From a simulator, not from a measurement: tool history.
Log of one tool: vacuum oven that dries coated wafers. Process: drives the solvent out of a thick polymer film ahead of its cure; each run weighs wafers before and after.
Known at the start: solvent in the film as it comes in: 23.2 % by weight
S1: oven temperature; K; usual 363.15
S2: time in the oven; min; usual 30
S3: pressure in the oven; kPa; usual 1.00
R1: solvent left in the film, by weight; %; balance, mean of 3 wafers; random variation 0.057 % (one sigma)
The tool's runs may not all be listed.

run 1 hour=0.0 | S1=363.15 S2=30 S3=1.00 | R1=2.67
run 2 hour=19.8 | S1=363.15 S2=30 S3=1.00 | R1=2.79
run 3 hour=42.3 | S1=363.15 S2=30 S3=1.00 | R1=2.74
run 4 hour=54.1 | S1=363.15 S2=40 S3=1.00 | R1=2.02
run 5 hour=65.2 | S1=363.15 S2=40 S3=1.00 | R1=2.02
run 6 hour=78.5 | S1=363.15 S2=30 S3=1.00 | R1=2.75
run 7 hour=89.3 | S1=373.15 S2=30 S3=1.00 | R1=1.29
run 8 hour=105.2 | S1=373.15 S2=30 S3=1.00 | R1=1.25
run 9 hour=117.6 | S1=368.15 S2=30 S3=1.00 | R1=1.89
run 10 hour=139.1 | S1=368.15 S2=30 S3=1.00 | R1=1.83
run 11 hour=149.9 | S1=363.15 S2=15 S3=1.32 | R1=6.57
run 12 hour=160.4 | S1=363.15 S2=18 S3=3.12 | R1=7.75
run 13 hour=182.7 | S1=363.15 S2=35 S3=1.00 | R1=2.34
run 14 hour=199.7 | S1=363.15 S2=35 S3=1.00 | R1=2.34
run 15 hour=223.3 | S1=350.15 S2=30 S3=1.91 | R1=9.39
run 16 hour=242.6 | S1=358.15 S2=21 S3=1.91 | R1=7.43
run 17 hour=260.4 | S1=372.15 S2=29 S3=1.91 | R1=2.42
run 18 hour=272.5 | S1=372.15 S2=24 S3=3.75 | R1=4.52

5 ways to go on from here, each from the tool as it stands after run 18. What would each give?
run A hour=296.2 | S1=349.15 S2=36 S3=1.91 | R1=?
run B hour=296.2 | S1=357.15 S2=24 S3=2.00 | R1=?
run C hour=296.2 | S1=358.15 S2=38 S3=3.75 | R1=?
run D hour=296.2 | S1=363.15 S2=43 S3=0.55 | R1=?
run E hour=296.2 | S1=372.15 S2=18 S3=1.98 | R1=?

run=A R1=8.62
run=B R1=7.37
run=C R1=8.05
run=D R1=1.24
run=E R1=3.41
Without the tool's hidden state the same runs would have given:
run=A R1=8.66
run=B R1=7.40
run=C R1=8.08
run=D R1=1.24
run=E R1=3.43
